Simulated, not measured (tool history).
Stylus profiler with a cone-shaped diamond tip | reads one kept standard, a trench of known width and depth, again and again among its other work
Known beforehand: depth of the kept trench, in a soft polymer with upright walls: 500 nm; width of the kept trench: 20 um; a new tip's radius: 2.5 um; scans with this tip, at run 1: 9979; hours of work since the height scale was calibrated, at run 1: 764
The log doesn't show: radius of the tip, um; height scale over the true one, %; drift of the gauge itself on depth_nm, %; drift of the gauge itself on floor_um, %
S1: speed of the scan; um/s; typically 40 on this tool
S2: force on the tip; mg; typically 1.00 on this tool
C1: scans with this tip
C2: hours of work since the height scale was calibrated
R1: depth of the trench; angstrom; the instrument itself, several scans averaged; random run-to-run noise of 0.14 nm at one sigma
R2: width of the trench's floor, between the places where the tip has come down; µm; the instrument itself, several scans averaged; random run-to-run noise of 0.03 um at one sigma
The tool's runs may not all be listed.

| run | hour | S1 | S2 | C1 | C2 | R1 | R2 |
|---|---|---|---|---|---|---|---|
| 1 | 0.0 | 40 | 1.00 | 9979 | 764 | 5045.3 | 16.74 |
| 2 | 27.4 | 14 | 1.00 | 10170 | 779 | 5044.4 | 16.86 |
| 3 | 51.8 | 14 | 1.00 | 10339 | 791 | 5044.9 | 16.91 |
| 4 | 68.2 | 14 | 1.00 | 10452 | 800 | 5043.9 | 16.90 |
| 5 | 89.4 | 14 | 1.00 | 10599 | 811 | 5044.6 | 16.93 |
| 6 | 107.5 | 14 | 1.00 | 10725 | 821 | 5046.5 | 16.89 |
| 7 | 121.0 | 14 | 1.00 | 10819 | 828 | 5046.8 | 16.85 |
| 8 | 137.0 | 14 | 1.00 | 10930 | 837 | 5044.2 | 16.85 |
| 9 | 158.2 | 14 | 1.00 | 11077 | 848 | 5046.1 | 16.85 |
| 10 | 179.2 | 40 | 2.16 | 11223 | 859 | 5074.1 | 16.77 |
| 11 | 192.0 | 40 | 1.00 | 11312 | 866 | 5048.5 | 16.75 |
| 12 | 210.8 | 40 | 1.00 | 11442 | 876 | 5046.4 | 16.71 |
| 13 | 236.6 | 40 | 1.00 | 11621 | 890 | 5042.4 | 16.68 |
| 14 | 265.5 | 40 | 1.00 | 11821 | 905 | 5046.7 | 16.70 |
| 15 | 280.1 | 21 | 1.00 | 11923 | 913 | 5045.0 | 16.83 |
| 16 | 308.1 | 114 | 1.00 | 12117 | 928 | 5044.0 | 16.15 |
| 17 | 324.6 | 114 | 1.00 | 12232 | 936 | 5045.9 | 16.18 |
| 18 | 350.7 | 114 | 1.00 | 12413 | 950 | 5043.0 | 16.13 |
| 19 | 369.4 | 114 | 1.00 | 12542 | 960 | 5046.2 | 16.15 |
| 20 | 383.2 | 114 | 1.00 | 12638 | 968 | 5044.7 | 16.13 |
| 21 | 402.9 | 19 | 1.95 | 12775 | 978 | 5068.5 | 16.85 |
| 22 | 424.6 | 24 | 0.39 | 12926 | 990 | 5024.3 | 16.73 |
| 23 | 453.9 | 20 | 2.47 | 13129 | 1005 | 5081.9 | 16.85 |
| 24 | 470.1 | 20 | 2.47 | 13241 | 1014 | 5082.9 | 16.88 |
| 25 | 491.6 | 11 | 0.76 | 13390 | 1025 | 5039.3 | 16.89 |
| 26 | 508.8 | 11 | 0.76 | 13510 | 1034 | 5037.2 | 16.87 |
| 27 | 524.1 | 11 | 0.76 | 13616 | 1042 | 5039.6 | 16.86 |
| 28 | 539.9 | 41 | 0.43 | 13726 | 1051 | 5025.2 | 16.56 |
| 29 | 553.7 | 41 | 0.43 | 13821 | 1058 | 5027.8 | 16.52 |
| 30 | 575.6 | 40 | 2.11 | 13973 | 1070 | 5074.2 | 16.76 |
| 31 | 599.1 | 40 | 2.11 | 14136 | 1082 | 5074.3 | 16.83 |
| 32 | 629.9 | 40 | 2.11 | 14350 | 1099 | 5074.0 | 16.79 |
| 33 | 657.8 | 40 | 0.81 | 14543 | 1113 | 5040.1 | 16.66 |
| 34 | 681.1 | 20 | 0.56 | 14705 | 1126 | 5030.7 | 16.79 |
| 35 | 708.5 | 12 | 0.82 | 14895 | 1140 | 5037.5 | 16.87 |
| 36 | 737.1 | 12 | 0.82 | 15094 | 1156 | 5039.3 | 16.89 |
| 37 | 768.7 | 21 | 1.65 | 15313 | 1172 | 5063.3 | 16.86 |
| 38 | 794.5 | 21 | 1.65 | 15492 | 1186 | 5063.1 | 16.86 |
| 39 | 826.0 | 20 | 0.61 | 15711 | 1203 | 5034.1 | 16.75 |
| 40 | 850.9 | 20 | 0.61 | 15883 | 1216 | 5033.5 | 16.77 |

Below are 4 alternative next runs, each starting from the tool's condition after run 40. Predict each:
| A | 875.7 | 18 | 0.52 | 16055 | 1229 | ? | ? |
| B | 875.7 | 40 | 0.42 | 16055 | 1229 | ? | ? |
| C | 875.7 | 128 | 0.38 | 16055 | 1229 | ? | ? |
| D | 875.7 | 61 | 1.74 | 16055 | 1229 | ? | ? |

| run | R1 | R2 |
|---|---|---|
| A | 5029.9 | 16.85 |
| B | 5023.7 | 16.49 |
| C | 5023.4 | 15.52 |
| D | 5064.1 | 16.64 |
The same runs, with their run-to-run variation unchanged, on a tool lacking any hidden condition would have given:
| run | R1 | R2 |
|---|---|---|
| A | 5029.4 | 16.87 |
| B | 5023.2 | 16.51 |
| C | 5022.9 | 15.55 |
| D | 5063.6 | 16.66 |
